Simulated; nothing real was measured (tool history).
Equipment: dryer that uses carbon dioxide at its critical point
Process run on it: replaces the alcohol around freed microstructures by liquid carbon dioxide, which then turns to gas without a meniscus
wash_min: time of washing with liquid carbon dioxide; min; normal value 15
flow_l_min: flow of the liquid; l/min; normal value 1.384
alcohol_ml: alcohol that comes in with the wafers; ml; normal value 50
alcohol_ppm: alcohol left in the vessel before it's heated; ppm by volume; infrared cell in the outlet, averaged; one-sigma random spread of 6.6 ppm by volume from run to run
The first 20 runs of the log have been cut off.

| run | hour | wash_min | flow_l_min | alcohol_ml | alcohol_ppm |
|---|---|---|---|---|---|
| 21 | 538.7 | 15 | 1.384 | 50 | 441 |
|  | 558.3 | inlet filter changed |
| 22 | 570.2 | 15 | 1.384 | 50 | 354 |
| 23 | 603 | 15 | 1.384 | 50 | 346 |
| 24 | 635.2 | 13 | 1.384 | 38 | 436 |
| 25 | 672.8 | 13 | 1.384 | 38 | 459 |
| 26 | 710.3 | 13 | 1.384 | 38 | 450 |
| 27 | 737.5 | 23 | 1.58 | 54 | 111 |
| 28 | 774.3 | 23 | 1.58 | 54 | 110 |
| 29 | 805.6 | 17 | 0.84 | 24 | 616 |
| 30 | 824.7 | 17 | 0.84 | 24 | 612 |
| 31 | 853 | 17 | 0.84 | 24 | 617 |
| 32 | 872.3 | 15 | 1.44 | 39 | 333 |
| 33 | 898.1 | 15 | 1.44 | 39 | 319 |
| 34 | 919.5 | 15 | 0.93 | 23 | 644 |
| 35 | 945.2 | 15 | 0.93 | 23 | 656 |
| 36 | 973.1 | 19 | 0.95 | 23 | 386 |
| 37 | 990.7 | 9 | 1.68 | 63 | 1270 |
| 38 | 1022.3 | 15 | 1.66 | 50 | 285 |
| 39 | 1048.3 | 24 | 0.93 | 28 | 280 |
| 40 | 1080.7 | 15 | 2.11 | 98 | 229 |
| 41 | 1119.8 | 15 | 2.11 | 98 | 232 |

Expected results for the next run?
|  | 1125.6 | inlet filter changed |
| 42 | 1152.2 | 15 | 2.11 | 98 | ? |

Run 42 measured alcohol_ppm 192 ppm by volume.
With the hidden condition absent and the run-to-run variation left alone, this run would have shown alcohol_ppm 67 ppm by volume.
